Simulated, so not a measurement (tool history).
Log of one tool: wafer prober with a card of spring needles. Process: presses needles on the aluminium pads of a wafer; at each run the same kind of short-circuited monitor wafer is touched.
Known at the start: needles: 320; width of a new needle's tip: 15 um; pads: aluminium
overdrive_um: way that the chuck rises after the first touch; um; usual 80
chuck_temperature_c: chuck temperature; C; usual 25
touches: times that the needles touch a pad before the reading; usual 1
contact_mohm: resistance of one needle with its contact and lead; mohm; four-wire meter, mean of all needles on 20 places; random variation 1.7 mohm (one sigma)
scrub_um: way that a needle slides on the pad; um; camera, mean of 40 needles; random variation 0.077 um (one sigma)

run 1 hour=0.0 | overdrive_um=80 chuck_temperature_c=25 touches=1 | contact_mohm=178 scrub_um=17.05
-- hour=2.9 tips cleaned on abrasive film
-- hour=7.7 tips cleaned on abrasive film
-- hour=11.5 tips cleaned on abrasive film
-- hour=16.3 tips cleaned on abrasive film
-- hour=20.1 tips cleaned on abrasive film
-- hour=24.9 tips cleaned on abrasive film
-- hour=28.7 tips cleaned on abrasive film
run 2 hour=31.7 | overdrive_um=80 chuck_temperature_c=28 touches=1 | contact_mohm=174 scrub_um=17.01
-- hour=32.7 tips cleaned on abrasive film
-- hour=36.5 tips cleaned on abrasive film
-- hour=41.3 tips cleaned on abrasive film
-- hour=45.1 tips cleaned on abrasive film
-- hour=49.0 tips cleaned on abrasive film
-- hour=53.8 tips cleaned on abrasive film
-- hour=58.5 tips cleaned on abrasive film
-- hour=62.4 tips cleaned on abrasive film
-- hour=67.1 tips cleaned on abrasive film
-- hour=71.0 tips cleaned on abrasive film
run 3 hour=73.1 | overdrive_um=80 chuck_temperature_c=28 touches=1 | contact_mohm=179 scrub_um=16.96
-- hour=75.1 tips cleaned on abrasive film
-- hour=79.9 tips cleaned on abrasive film
-- hour=84.6 tips cleaned on abrasive film
-- hour=89.4 tips cleaned on abrasive film
-- hour=94.2 tips cleaned on abrasive film
-- hour=98.6 tips cleaned on abrasive film
run 4 hour=98.6 | overdrive_um=66 chuck_temperature_c=25 touches=1 | contact_mohm=180 scrub_um=14.01
-- hour=102.4 tips cleaned on abrasive film
-- hour=107.2 tips cleaned on abrasive film
-- hour=112.0 tips cleaned on abrasive film
-- hour=115.8 tips cleaned on abrasive film
-- hour=120.1 tips cleaned on abrasive film
run 5 hour=120.1 | overdrive_um=80 chuck_temperature_c=25 touches=1 | contact_mohm=176 scrub_um=17.00
-- hour=123.9 tips cleaned on abrasive film
-- hour=128.7 tips cleaned on abrasive film
-- hour=133.4 tips cleaned on abrasive film
-- hour=137.3 tips cleaned on abrasive film
-- hour=142.1 tips cleaned on abrasive film
-- hour=154.1 card fitted with new needles
-- hour=158.8 tips cleaned on abrasive film
-- hour=163.6 tips cleaned on abrasive film
run 6 hour=167.3 | overdrive_um=80 chuck_temperature_c=25 touches=1 | contact_mohm=175 scrub_um=16.98
-- hour=168.4 tips cleaned on abrasive film
-- hour=172.2 tips cleaned on abrasive film
-- hour=177.0 tips cleaned on abrasive film
-- hour=180.8 tips cleaned on abrasive film
-- hour=184.7 tips cleaned on abrasive film
-- hour=189.4 tips cleaned on abrasive film
-- hour=194.2 tips cleaned on abrasive film
-- hour=199.0 tips cleaned on abrasive film
-- hour=203.7 tips cleaned on abrasive film
-- hour=207.6 tips cleaned on abrasive film
run 7 hour=209.7 | overdrive_um=80 chuck_temperature_c=25 touches=1 | contact_mohm=180 scrub_um=16.98
-- hour=211.7 tips cleaned on abrasive film
-- hour=215.5 tips cleaned on abrasive film
-- hour=220.3 tips cleaned on abrasive film
-- hour=224.1 tips cleaned on abrasive film
-- hour=228.9 tips cleaned on abrasive film
-- hour=233.7 tips cleaned on abrasive film
run 8 hour=236.9 | overdrive_um=80 chuck_temperature_c=25 touches=1 | contact_mohm=177 scrub_um=16.92
-- hour=238.0 tips cleaned on abrasive film
-- hour=242.8 tips cleaned on abrasive film
-- hour=247.5 tips cleaned on abrasive film
-- hour=252.3 tips cleaned on abrasive film
-- hour=257.1 tips cleaned on abrasive film
run 9 hour=257.4 | overdrive_um=80 chuck_temperature_c=25 touches=1 | contact_mohm=178 scrub_um=17.08
-- hour=261.3 tips cleaned on abrasive film
-- hour=265.1 tips cleaned on abrasive film
-- hour=269.9 tips cleaned on abrasive film
-- hour=274.7 tips cleaned on abrasive film
-- hour=279.4 tips cleaned on abrasive film
-- hour=283.3 tips cleaned on abrasive film
-- hour=287.5 tips cleaned on abrasive film
run 10 hour=287.5 | overdrive_um=74 chuck_temperature_c=25 touches=1 | contact_mohm=178 scrub_um=15.69
-- hour=291.3 tips cleaned on abrasive film
-- hour=296.1 tips cleaned on abrasive film
-- hour=300.9 tips cleaned on abrasive film
-- hour=305.7 tips cleaned on abrasive film
-- hour=310.4 tips cleaned on abrasive film
-- hour=315.2 tips cleaned on abrasive film
-- hour=320.0 tips cleaned on abrasive film
-- hour=324.7 tips cleaned on abrasive film
-- hour=329.5 tips cleaned on abrasive film
-- hour=333.6 tips cleaned on abrasive film
run 11 hour=333.6 | overdrive_um=80 chuck_temperature_c=33 touches=2 | contact_mohm=178 scrub_um=16.93
-- hour=338.4 tips cleaned on abrasive film
-- hour=342.2 tips cleaned on abrasive film
-- hour=347.0 tips cleaned on abrasive film
-- hour=350.8 tips cleaned on abrasive film
-- hour=355.6 tips cleaned on abrasive film
-- hour=360.4 tips cleaned on abrasive film
run 12 hour=361.6 | overdrive_um=80 chuck_temperature_c=33 touches=2 | contact_mohm=178 scrub_um=16.91
-- hour=364.5 tips cleaned on abrasive film
-- hour=369.3 tips cleaned on abrasive film
-- hour=373.1 tips cleaned on abrasive film
-- hour=377.9 tips cleaned on abrasive film
-- hour=382.7 tips cleaned on abrasive film
-- hour=386.5 tips cleaned on abrasive film
run 13 hour=389.2 | overdrive_um=70 chuck_temperature_c=70 touches=2 | contact_mohm=187 scrub_um=14.66
-- hour=391.2 tips cleaned on abrasive film
-- hour=395.0 tips cleaned on abrasive film
-- hour=399.8 tips cleaned on abrasive film
-- hour=403.7 tips cleaned on abrasive film
-- hour=408.4 tips cleaned on abrasive film
-- hour=413.2 tips cleaned on abrasive film
run 14 hour=414.8 | overdrive_um=70 chuck_temperature_c=70 touches=2 | contact_mohm=188 scrub_um=14.90
-- hour=417.7 tips cleaned on abrasive film
-- hour=422.5 tips cleaned on abrasive film
-- hour=426.3 tips cleaned on abrasive film
-- hour=431.1 tips cleaned on abrasive film
-- hour=434.9 tips cleaned on abrasive film
run 15 hour=435.6 | overdrive_um=79 chuck_temperature_c=75 touches=1 | contact_mohm=189 scrub_um=16.75
-- hour=439.4 tips cleaned on abrasive film
-- hour=444.2 tips cleaned on abrasive film
-- hour=449.0 tips cleaned on abrasive film
-- hour=453.7 tips cleaned on abrasive film
-- hour=458.5 tips cleaned on abrasive film
run 16 hour=461.3 | overdrive_um=80 chuck_temperature_c=57 touches=2 | contact_mohm=184 scrub_um=16.89
-- hour=463.2 tips cleaned on abrasive film
-- hour=467.1 tips cleaned on abrasive film
-- hour=471.9 tips cleaned on abrasive film
-- hour=476.6 tips cleaned on abrasive film
-- hour=481.4 tips cleaned on abrasive film
-- hour=486.2 tips cleaned on abrasive film
-- hour=490.9 tips cleaned on abrasive film
run 17 hour=493.9 | overdrive_um=80 chuck_temperature_c=57 touches=2 | contact_mohm=185 scrub_um=16.92
-- hour=494.9 tips cleaned on abrasive film
-- hour=499.7 tips cleaned on abrasive film
-- hour=503.5 tips cleaned on abrasive film
-- hour=508.3 tips cleaned on abrasive film
-- hour=513.1 tips cleaned on abrasive film
-- hour=516.9 tips cleaned on abrasive film
-- hour=521.7 tips cleaned on abrasive film
-- hour=526.4 tips cleaned on abrasive film
-- hour=531.2 tips cleaned on abrasive film
-- hour=535.1 tips cleaned on abrasive film
run 18 hour=538.7 | overdrive_um=73 chuck_temperature_c=121 touches=2 | contact_mohm=199 scrub_um=15.52
-- hour=539.7 tips cleaned on abrasive film
-- hour=544.5 tips cleaned on abrasive film
-- hour=549.3 tips cleaned on abrasive film
-- hour=554.0 tips cleaned on abrasive film
-- hour=558.8 tips cleaned on abrasive film
-- hour=562.8 height of the first contact set anew
-- hour=563.9 tips cleaned on abrasive film
-- hour=567.7 tips cleaned on abrasive film
-- hour=572.5 tips cleaned on abrasive film
-- hour=577.3 tips cleaned on abrasive film
run 19 hour=578.8 | overdrive_um=80 chuck_temperature_c=44 touches=1 | contact_mohm=180 scrub_um=16.92
-- hour=581.7 tips cleaned on abrasive film
-- hour=586.5 tips cleaned on abrasive film
-- hour=591.2 tips cleaned on abrasive film
-- hour=595.1 tips cleaned on abrasive film
-- hour=599.9 tips cleaned on abrasive film
-- hour=604.6 tips cleaned on abrasive film
run 20 hour=606.0 | overdrive_um=80 chuck_temperature_c=44 touches=1 | contact_mohm=179 scrub_um=16.98

Forecast each of these 4 alternatives for the next run:
-- hour=608.9 tips cleaned on abrasive film
-- hour=612.8 tips cleaned on abrasive film
-- hour=617.5 tips cleaned on abrasive film
-- hour=622.3 tips cleaned on abrasive film
-- hour=626.1 tips cleaned on abrasive film
-- hour=630.9 tips cleaned on abrasive film
-- hour=635.7 tips cleaned on abrasive film
run A hour=636.8 | overdrive_um=92 chuck_temperature_c=44 touches=1 | contact_mohm=? scrub_um=?
-- hour=608.9 tips cleaned on abrasive film
-- hour=612.8 tips cleaned on abrasive film
-- hour=617.5 tips cleaned on abrasive film
-- hour=622.3 tips cleaned on abrasive film
-- hour=626.1 tips cleaned on abrasive film
-- hour=630.9 tips cleaned on abrasive film
-- hour=635.7 tips cleaned on abrasive film
run B hour=636.8 | overdrive_um=63 chuck_temperature_c=44 touches=1 | contact_mohm=? scrub_um=?
-- hour=608.9 tips cleaned on abrasive film
-- hour=612.8 tips cleaned on abrasive film
-- hour=617.5 tips cleaned on abrasive film
-- hour=622.3 tips cleaned on abrasive film
-- hour=626.1 tips cleaned on abrasive film
-- hour=630.9 tips cleaned on abrasive film
-- hour=635.7 tips cleaned on abrasive film
run C hour=636.8 | overdrive_um=80 chuck_temperature_c=77 touches=2 | contact_mohm=? scrub_um=?
-- hour=608.9 tips cleaned on abrasive film
-- hour=612.8 tips cleaned on abrasive film
-- hour=617.5 tips cleaned on abrasive film
-- hour=622.3 tips cleaned on abrasive film
-- hour=626.1 tips cleaned on abrasive film
-- hour=630.9 tips cleaned on abrasive film
-- hour=635.7 tips cleaned on abrasive film
run D hour=636.8 | overdrive_um=82 chuck_temperature_c=25 touches=2 | contact_mohm=? scrub_um=?

run=A contact_mohm=179 scrub_um=19.46
run=B contact_mohm=183 scrub_um=13.23
run=C contact_mohm=186 scrub_um=17.03
run=D contact_mohm=179 scrub_um=17.39
Without the tool's hidden state the same runs would have given:
run=A contact_mohm=179 scrub_um=19.46
run=B contact_mohm=182 scrub_um=13.23
run=C contact_mohm=186 scrub_um=17.03
run=D contact_mohm=179 scrub_um=17.39
